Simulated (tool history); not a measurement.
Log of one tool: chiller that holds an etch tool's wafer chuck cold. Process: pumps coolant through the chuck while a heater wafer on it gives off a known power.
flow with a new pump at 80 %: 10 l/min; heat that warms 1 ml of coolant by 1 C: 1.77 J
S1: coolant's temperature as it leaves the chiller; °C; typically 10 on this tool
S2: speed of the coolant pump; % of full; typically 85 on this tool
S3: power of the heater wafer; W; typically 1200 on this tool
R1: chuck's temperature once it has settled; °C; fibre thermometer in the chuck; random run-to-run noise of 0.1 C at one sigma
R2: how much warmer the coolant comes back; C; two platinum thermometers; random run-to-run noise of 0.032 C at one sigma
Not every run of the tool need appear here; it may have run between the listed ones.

run 1 hour=0.0 | S1=10 S2=85 S3=1200 | R1=22.4 R2=3.77
run 2 hour=181.6 | S1=10 S2=85 S3=1200 | R1=22.2 R2=3.82
run 3 hour=374.8 | S1=10 S2=85 S3=1200 | R1=22.5 R2=3.78
run 4 hour=503.8 | S1=10 S2=85 S3=1200 | R1=22.5 R2=3.82
run 5 hour=598.5 | S1=10 S2=85 S3=1200 | R1=22.5 R2=3.78
-- hour=623.0 coolant changed, channels flushed
run 6 hour=812.3 | S1=10 S2=85 S3=1200 | R1=22.6 R2=3.76
run 7 hour=908.2 | S1=10 S2=85 S3=1200 | R1=22.4 R2=3.77
run 8 hour=1051.3 | S1=10 S2=85 S3=1200 | R1=22.5 R2=3.79
run 9 hour=1163.4 | S1=10 S2=85 S3=1200 | R1=22.6 R2=3.81
run 10 hour=1313.1 | S1=10 S2=62 S3=1200 | R1=25.6 R2=5.24
run 11 hour=1412.5 | S1=10 S2=62 S3=1200 | R1=25.6 R2=5.19
run 12 hour=1566.3 | S1=10 S2=85 S3=1200 | R1=22.5 R2=3.71
run 13 hour=1720.0 | S1=10 S2=85 S3=1200 | R1=22.4 R2=3.72
run 14 hour=1888.6 | S1=10 S2=85 S3=1200 | R1=22.2 R2=3.72
run 15 hour=2034.6 | S1=10 S2=85 S3=1200 | R1=22.4 R2=3.72
run 16 hour=2130.7 | S1=12 S2=85 S3=1607 | R1=28.5 R2=5.07
run 17 hour=2239.1 | S1=15 S2=98 S3=1200 | R1=26.3 R2=3.16
run 18 hour=2350.7 | S1=18 S2=98 S3=1351 | R1=30.7 R2=3.62
-- hour=2405.1 chiller's thermometer calibrated
run 19 hour=2468.3 | S1=18 S2=98 S3=1351 | R1=30.4 R2=3.61
run 20 hour=2659.9 | S1=16 S2=69 S3=772 | R1=25.4 R2=2.93
run 21 hour=2763.0 | S1=7 S2=85 S3=997 | R1=17.2 R2=3.04
run 22 hour=2858.1 | S1=7 S2=85 S3=997 | R1=17.4 R2=2.99
run 23 hour=3011.3 | S1=4 S2=84 S3=1585 | R1=20.6 R2=4.93
run 24 hour=3209.1 | S1=4 S2=84 S3=1585 | R1=20.5 R2=4.94
-- hour=3375.1 coolant changed, channels flushed
run 25 hour=3378.3 | S1=4 S2=84 S3=1052 | R1=15.3 R2=3.23
run 26 hour=3519.6 | S1=10 S2=86 S3=639 | R1=16.6 R2=1.85
run 27 hour=3650.0 | S1=10 S2=67 S3=1200 | R1=24.9 R2=4.74
run 28 hour=3851.0 | S1=8 S2=85 S3=700 | R1=15.3 R2=2.08
run 29 hour=3942.4 | S1=8 S2=85 S3=700 | R1=15.2 R2=2.07

Some steps in R2, run to run, broken into two amounts with sign: the step expected even without the hidden condition (settings, incoming material, random variation), and the rest, left for the hidden condition together with whatever gauge scatter is not in both the measured and the hidden-condition-free result:
Hidden state present: heat passed by the chuck's channels, % of clean ones'; flow at a given pump speed, % of a new pump's; coolant's true temperature over the reading, C; drift of the gauge itself on chuck_c, C; drift of the gauge itself on warmer_back_c, C.
Run 1 -> 2: settings left as they were, no log entry in between. R2 +0.05 C: hidden state -0.02, all else +0.07.
Run 16 -> 17: S1 12 -> 15, S2 85 -> 98, S3 1607 -> 1200. R2 -1.91 C: hidden state -0.02, all else -1.89.
Run 26 -> 27: S2 86 -> 67, S3 639 -> 1200. R2 +2.89 C: hidden state +0.01, all else +2.88.
Run 27 -> 28: S1 10 -> 8, S2 67 -> 85, S3 1200 -> 700. R2 -2.66 C: hidden state -0.02, all else -2.64.
